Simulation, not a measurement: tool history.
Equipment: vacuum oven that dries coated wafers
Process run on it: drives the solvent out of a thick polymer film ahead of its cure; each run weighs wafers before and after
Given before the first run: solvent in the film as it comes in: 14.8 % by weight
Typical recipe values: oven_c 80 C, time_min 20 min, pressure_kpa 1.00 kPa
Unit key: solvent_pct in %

{"run": 1, "hour": 0.0, "oven_c": 80, "time_min": 20, "pressure_kpa": 1.0, "solvent_pct": 0.82}
{"run": 2, "hour": 38.1, "oven_c": 70, "time_min": 20, "pressure_kpa": 1.0, "solvent_pct": 2.27}
{"run": 3, "hour": 77.0, "oven_c": 80, "time_min": 20, "pressure_kpa": 1.42, "solvent_pct": 0.97}
{"run": 4, "hour": 139.0, "oven_c": 80, "time_min": 20, "pressure_kpa": 2.02, "solvent_pct": 1.24}
{"run": 5, "hour": 191.7, "oven_c": 80, "time_min": 20, "pressure_kpa": 2.02, "solvent_pct": 1.25}
{"run": 6, "hour": 250.3, "oven_c": 80, "time_min": 20, "pressure_kpa": 1.0, "solvent_pct": 0.85}
{"run": 7, "hour": 294.0, "oven_c": 80, "time_min": 20, "pressure_kpa": 2.54, "solvent_pct": 1.46}

Run 8, settings as shown, results not yet in. Your forecast:
{"run": 8, "hour": 349.5, "oven_c": 76, "time_min": 20, "pressure_kpa": 0.62, "solvent_pct": "?"}

solvent_pct: 1.18 %
Without the tool's hidden state the same run would have given solvent_pct 1.18 %.
